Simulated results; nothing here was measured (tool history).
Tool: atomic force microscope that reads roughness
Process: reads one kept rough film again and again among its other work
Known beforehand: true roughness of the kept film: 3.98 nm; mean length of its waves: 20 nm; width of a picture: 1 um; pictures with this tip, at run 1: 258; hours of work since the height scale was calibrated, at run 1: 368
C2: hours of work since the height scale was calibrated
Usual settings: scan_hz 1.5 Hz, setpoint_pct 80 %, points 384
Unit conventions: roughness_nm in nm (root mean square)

run 1 hour=0 | scan_hz=1.5 setpoint_pct=80 points=384 | pictures_with_this_tip=258 C2=368 | roughness_nm=1.589
run 2 hour=31.7 | scan_hz=1.5 setpoint_pct=80 points=384 | pictures_with_this_tip=296 C2=391 | roughness_nm=1.487
-- hour=36.8 new tip fitted
run 3 hour=53.6 | scan_hz=1.5 setpoint_pct=80 points=384 | pictures_with_this_tip=20 C2=406 | roughness_nm=2.539
run 4 hour=86.3 | scan_hz=1.5 setpoint_pct=80 points=384 | pictures_with_this_tip=60 C2=430 | roughness_nm=2.288
run 5 hour=121.6 | scan_hz=1.5 setpoint_pct=80 points=384 | pictures_with_this_tip=103 C2=455 | roughness_nm=2.107
run 6 hour=158.1 | scan_hz=1.5 setpoint_pct=80 points=384 | pictures_with_this_tip=147 C2=481 | roughness_nm=1.984
run 7 hour=201.3 | scan_hz=1.5 setpoint_pct=80 points=384 | pictures_with_this_tip=199 C2=512 | roughness_nm=1.787
run 8 hour=226.1 | scan_hz=1.5 setpoint_pct=80 points=384 | pictures_with_this_tip=229 C2=530 | roughness_nm=1.72
run 9 hour=251 | scan_hz=3.59 setpoint_pct=80 points=262 | pictures_with_this_tip=259 C2=547 | roughness_nm=1.35
-- hour=287.1 new tip fitted
run 10 hour=297.7 | scan_hz=1.82 setpoint_pct=80 points=297 | pictures_with_this_tip=12 C2=580 | roughness_nm=2.519
-- hour=302.1 height scale calibrated on a step standard
run 11 hour=328.2 | scan_hz=1.82 setpoint_pct=80 points=297 | pictures_with_this_tip=48 C2=19 | roughness_nm=2.311
run 12 hour=368.5 | scan_hz=1.82 setpoint_pct=80 points=297 | pictures_with_this_tip=97 C2=47 | roughness_nm=2.118
run 13 hour=402.3 | scan_hz=2.8 setpoint_pct=76 points=297 | pictures_with_this_tip=138 C2=72 | roughness_nm=1.884
run 14 hour=445 | scan_hz=2.03 setpoint_pct=81 points=500 | pictures_with_this_tip=190 C2=102 | roughness_nm=1.755
-- hour=480.8 height scale calibrated on a step standard, once more
run 15 hour=484.4 | scan_hz=3.3 setpoint_pct=85 points=529 | pictures_with_this_tip=236 C2=3 | roughness_nm=1.376
run 16 hour=508.7 | scan_hz=3.3 setpoint_pct=85 points=529 | pictures_with_this_tip=266 C2=20 | roughness_nm=1.322

Branching from run 16: 5 alternative next runs. What would each branch give?
-- hour=539.4 new tip fitted
run A hour=558.6 | scan_hz=3.3 setpoint_pct=64 points=529 | pictures_with_this_tip=23 C2=55 | roughness_nm=?
-- hour=539.4 new tip fitted
run B hour=558.6 | scan_hz=1.79 setpoint_pct=89 points=405 | pictures_with_this_tip=23 C2=55 | roughness_nm=?
-- hour=539.4 new tip fitted
run C hour=558.6 | scan_hz=3.3 setpoint_pct=85 points=407 | pictures_with_this_tip=23 C2=55 | roughness_nm=?
-- hour=539.4 new tip fitted
run D hour=558.6 | scan_hz=3.84 setpoint_pct=67 points=542 | pictures_with_this_tip=23 C2=55 | roughness_nm=?
-- hour=539.4 new tip fitted
run E hour=558.6 | scan_hz=0.51 setpoint_pct=82 points=369 | pictures_with_this_tip=23 C2=55 | roughness_nm=?

run=A roughness_nm=2.568
run=B roughness_nm=2.269
run=C roughness_nm=2.027
run=D roughness_nm=2.443
run=E roughness_nm=2.717
The same runs, with their run-to-run variation unchanged, on a tool lacking any hidden condition would have given:
run=A roughness_nm=2.743
run=B roughness_nm=2.424
run=C roughness_nm=2.165
run=D roughness_nm=2.609
run=E roughness_nm=2.902

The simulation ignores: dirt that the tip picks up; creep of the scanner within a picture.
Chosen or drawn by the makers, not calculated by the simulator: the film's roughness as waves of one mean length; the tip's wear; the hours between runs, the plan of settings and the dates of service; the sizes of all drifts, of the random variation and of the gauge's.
